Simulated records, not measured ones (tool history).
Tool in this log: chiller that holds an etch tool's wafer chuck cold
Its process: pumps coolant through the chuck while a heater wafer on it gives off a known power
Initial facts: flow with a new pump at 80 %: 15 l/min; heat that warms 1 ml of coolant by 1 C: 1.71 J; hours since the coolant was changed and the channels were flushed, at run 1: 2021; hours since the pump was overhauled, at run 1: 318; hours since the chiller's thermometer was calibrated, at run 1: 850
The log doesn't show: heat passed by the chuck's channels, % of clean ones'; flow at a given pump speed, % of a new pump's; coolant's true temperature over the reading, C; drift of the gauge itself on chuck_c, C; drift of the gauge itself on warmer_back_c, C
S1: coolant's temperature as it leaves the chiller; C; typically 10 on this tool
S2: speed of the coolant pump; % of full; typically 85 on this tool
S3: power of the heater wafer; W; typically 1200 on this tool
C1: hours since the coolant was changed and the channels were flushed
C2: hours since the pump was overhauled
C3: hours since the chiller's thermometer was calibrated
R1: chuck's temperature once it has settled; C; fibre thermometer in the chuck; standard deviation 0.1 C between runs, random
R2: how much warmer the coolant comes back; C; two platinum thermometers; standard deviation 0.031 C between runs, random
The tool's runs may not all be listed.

run,hour,S1,S2,S3,C1,C2,C3,R1,R2
1,0,10,85,1200,2021,318,850,18.6,2.7
2,38.4,10,85,1200,2059,356,888,19,2.68
3,79.3,10,85,1200,2100,397,929,18.8,2.64
4,98.5,10,85,1200,2119,416,948,18.9,2.67
5,124.8,10,93,1200,2146,443,975,18.1,2.37
6,149,10,85,1200,2170,467,999,18.9,2.69
7,178.2,10,85,1200,2199,496,1028,19,2.63
8,199.6,10,85,1200,2220,518,1050,19.1,2.7
9,230.4,10,85,1200,2251,548,1080,19,2.7
10,254.8,10,85,1200,2276,573,1105,19.2,2.63
11,295.8,10,85,1200,2317,614,1146,19.1,2.69
12,319.4,10,85,1200,2340,637,1169,19.1,2.71
13,358.3,10,85,1200,2379,676,1208,19.1,2.67
14,380.6,10,85,1200,2401,699,1231,19.2,2.66
15,409.9,10,85,1200,2431,728,1260,19,2.75
16,439.7,10,85,1200,2461,758,1290,19.2,2.71
17,470.8,2,64,1200,2492,789,1321,14.4,3.69
18,499,17,65,1785,2520,817,1349,34.6,5.42
19,542.1,16,85,930,2563,860,1392,23.4,2.04
20,581.1,16,85,930,2602,899,1431,23.1,2.06
21,617.9,3,89,1036,2639,936,1468,10.8,2.2
22,654.9,12,82,1036,2676,973,1505,20.3,2.38
23,687.5,12,82,1036,2708,1005,1537,20.5,2.46
24,721.6,9,64,1003,2742,1040,1572,19.5,3.14
25,765,10,91,1539,2786,1083,1615,21.3,3.23
26,801.7,10,71,1200,2823,1120,1652,21.4,3.3
27,838.8,10,96,1200,2860,1157,1689,18.5,2.35
28,866.3,10,84,1234,2887,1184,1716,20.1,2.81
29,888.8,19,84,627,2910,1207,1739,24.2,1.46
30,923.8,17,91,627,2945,1242,1774,21.8,1.31
31,950.2,10,98,816,2971,1268,1800,15.9,1.58

Some steps in R1, run to run, broken into two amounts with sign: the step expected even without the hidden condition (settings, incoming material, random variation), and the rest, left for the hidden condition together with whatever gauge scatter is not in both the measured and the hidden-condition-free result:
Run 17 -> 18: S1 2 -> 17, S2 64 -> 65, S3 1200 -> 1785. R1 +20.2 C: hidden state +0.9, all else +19.3.
Run 18 -> 19: S1 17 -> 16, S2 65 -> 85, S3 1785 -> 930. R1 -11.2 C: hidden state -1.5, all else -9.7.
Run 20 -> 21: S1 16 -> 3, S2 85 -> 89, S3 930 -> 1036. R1 -12.3 C: hidden state +0.1, all else -12.4.
Run 28 -> 29: S1 10 -> 19, S3 1234 -> 627. R1 +4.1 C: hidden state -0.8, all else +4.9.
